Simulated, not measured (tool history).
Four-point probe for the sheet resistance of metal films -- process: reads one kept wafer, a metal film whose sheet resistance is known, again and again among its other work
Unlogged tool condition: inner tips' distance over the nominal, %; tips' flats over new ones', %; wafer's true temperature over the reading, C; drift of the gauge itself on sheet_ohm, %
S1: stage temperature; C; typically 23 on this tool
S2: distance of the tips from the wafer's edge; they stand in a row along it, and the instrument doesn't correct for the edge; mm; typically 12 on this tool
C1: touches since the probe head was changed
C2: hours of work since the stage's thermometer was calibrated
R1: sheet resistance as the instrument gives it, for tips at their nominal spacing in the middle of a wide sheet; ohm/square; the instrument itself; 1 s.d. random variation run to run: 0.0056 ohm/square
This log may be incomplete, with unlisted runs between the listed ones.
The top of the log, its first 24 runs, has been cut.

Run 25, day 36.275: usual settings but S1 20 C, S2 9 mm; C1 136889; C2 444. Result: R1 28.049076 ohm/square.
Run 26, day 38.058: usual settings but S1 20 C, S2 46 mm; C1 139263; C2 472. Result: R1 27.744771 ohm/square.
Run 27, day 39.846: usual settings but S1 24 C, S2 20 mm; C1 141642; C2 499. Result: R1 27.727829 ohm/square.
Run 28, day 40.879: usual settings but S1 24 C, S2 20 mm; C1 143018; C2 515. Result: R1 27.720257 ohm/square.
Run 29, day 42.45: usual settings but S1 24 C, S2 4 mm; C1 145111; C2 539. Result: R1 29.085322 ohm/square.
Run 30, day 44.3: usual settings but S1 24 C, S2 4 mm; C1 147577; C2 568. Result: R1 29.083217 ohm/square.
Run 31, day 46.054: usual settings but S1 24 C, S2 4 mm; C1 149914; C2 595. Result: R1 29.075026 ohm/square.
Run 32, day 47.017: usual settings but S1 30 C, S2 48 mm; C1 151195; C2 610. Result: R1 27.565894 ohm/square.
Run 33, day 48.504: usual settings but S1 21 C, S2 3 mm; C1 153178; C2 633. Result: R1 30.130113 ohm/square.
Run 34, day 49.367: usual settings but S1 24 C, S2 3 mm; C1 154325; C2 646. Result: R1 30.063655 ohm/square.
Run 35, day 50.4: usual settings but S1 26 C, S2 4 mm; C1 155700; C2 662. Result: R1 29.029605 ohm/square.
Run 36, day 51.962: usual settings but S1 26 C, S2 38 mm; C1 157780; C2 686. Result: R1 27.647508 ohm/square.
Run 37, day 53.454: usual settings but S1 21 C, S2 11 mm; C1 159770; C2 709. Result: R1 27.916705 ohm/square.
Run 38, day 54.525: usual settings but S1 28 C, S2 6 mm; C1 161197; C2 726. Result: R1 28.245075 ohm/square.
Run 39, day 56.479: usual settings but S1 28 C, S2 46 mm; C1 163801; C2 756. Result: R1 27.59659 ohm/square.
Run 40, day 58.171: usual settings but S1 28 C, S2 46 mm; C1 166054; C2 782. Result: R1 27.604402 ohm/square.
Run 41, day 59.917: usual settings but S1 28 C, S2 46 mm; C1 168376; C2 809. Result: R1 27.611208 ohm/square.
Run 42, day 61.662: usual settings; C1 170702; C2 836. Result: R1 27.858397 ohm/square.
Run 43, day 62.654: usual settings; C1 172026; C2 851. Result: R1 27.843927 ohm/square.
Run 44, day 63.896: usual settings; C1 173680; C2 870. Result: R1 27.845864 ohm/square.

Predict each of these 3 candidate next runs independently; none follows another, all start after run 44:
Run A, day 65.854: usual settings but S1 33 C, S2 31 mm; C1 176285; C2 900. Result: R1 ?.
Run B, day 65.854: usual settings but S1 31 C, S2 21 mm; C1 176285; C2 900. Result: R1 ?.
Run C, day 65.854: usual settings but S2 20 mm; C1 176285; C2 900. Result: R1 ?.

run         R1
  A  27.528377
  B  27.578758
  C   27.75003
With the hidden condition removed and each run's random variation left untouched, the same runs would have given:
run         R1
  A  27.529197
  B  27.579579
  C  27.750853

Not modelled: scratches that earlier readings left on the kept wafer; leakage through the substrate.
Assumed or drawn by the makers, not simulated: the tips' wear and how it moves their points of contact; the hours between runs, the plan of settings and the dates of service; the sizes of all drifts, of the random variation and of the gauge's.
